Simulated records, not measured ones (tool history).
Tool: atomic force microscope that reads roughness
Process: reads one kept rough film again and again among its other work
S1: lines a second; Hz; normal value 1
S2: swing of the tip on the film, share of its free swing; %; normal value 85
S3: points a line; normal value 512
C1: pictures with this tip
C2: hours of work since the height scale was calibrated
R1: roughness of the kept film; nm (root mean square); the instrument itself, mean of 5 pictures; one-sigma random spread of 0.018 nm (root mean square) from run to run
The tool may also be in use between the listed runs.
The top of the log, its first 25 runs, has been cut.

| run | day | S1 | S2 | S3 | C1 | C2 | R1 |
|---|---|---|---|---|---|---|---|
| 26 | 40.908 | 1 | 64 | 300 | 288 | 1520 | 4.89 |
| 27 | 42.267 | 1 | 85 | 482 | 332 | 1546 | 4.5 |
|  | 42.483 | new tip fitted |
| 28 | 44.371 | 0.86 | 87 | 309 | 62 | 1585 | 4.511 |
| 29 | 46.1 | 0.86 | 87 | 309 | 119 | 1618 | 4.497 |
| 30 | 47.779 | 4 | 85 | 512 | 174 | 1651 | 3.219 |
| 31 | 49.012 | 4 | 85 | 512 | 215 | 1674 | 3.258 |
| 32 | 50.192 | 4 | 74 | 822 | 254 | 1697 | 3.834 |
| 33 | 51.192 | 1.87 | 68 | 816 | 287 | 1716 | 4.635 |
| 34 | 52.375 | 0.76 | 68 | 405 | 326 | 1738 | 4.927 |
|  | 52.692 | new tip fitted |
| 35 | 54.4 | 0.8 | 84 | 405 | 56 | 1777 | 4.631 |
| 36 | 55.546 | 1.65 | 84 | 322 | 94 | 1799 | 4.195 |
| 37 | 56.729 | 1.65 | 84 | 322 | 133 | 1821 | 4.179 |
| 38 | 57.708 | 1.65 | 84 | 322 | 165 | 1840 | 4.136 |
| 39 | 59.504 | 2.05 | 58 | 586 | 224 | 1874 | 4.862 |
| 40 | 61.4 | 2.05 | 58 | 586 | 287 | 1910 | 4.813 |

Below are 4 alternative next runs, each starting from the tool's condition after run 40. Predict each:
|  | 63.004 | new tip fitted |
| A | 63.179 | 1 | 85 | 616 | 5 | 1944 | ? |
|  | 63.004 | new tip fitted |
| B | 63.179 | 0.83 | 85 | 512 | 5 | 1944 | ? |
|  | 63.004 | new tip fitted |
| C | 63.179 | 2.32 | 63 | 399 | 5 | 1944 | ? |
|  | 63.004 | new tip fitted |
| D | 63.179 | 2.05 | 58 | 682 | 5 | 1944 | ? |

| run | R1 |
|---|---|
| A | 4.491 |
| B | 4.623 |
| C | 4.668 |
| D | 4.84 |
Without the tool's hidden state the same runs would have given:
| run | R1 |
|---|---|
| A | 4.491 |
| B | 4.623 |
| C | 4.668 |
| D | 4.841 |

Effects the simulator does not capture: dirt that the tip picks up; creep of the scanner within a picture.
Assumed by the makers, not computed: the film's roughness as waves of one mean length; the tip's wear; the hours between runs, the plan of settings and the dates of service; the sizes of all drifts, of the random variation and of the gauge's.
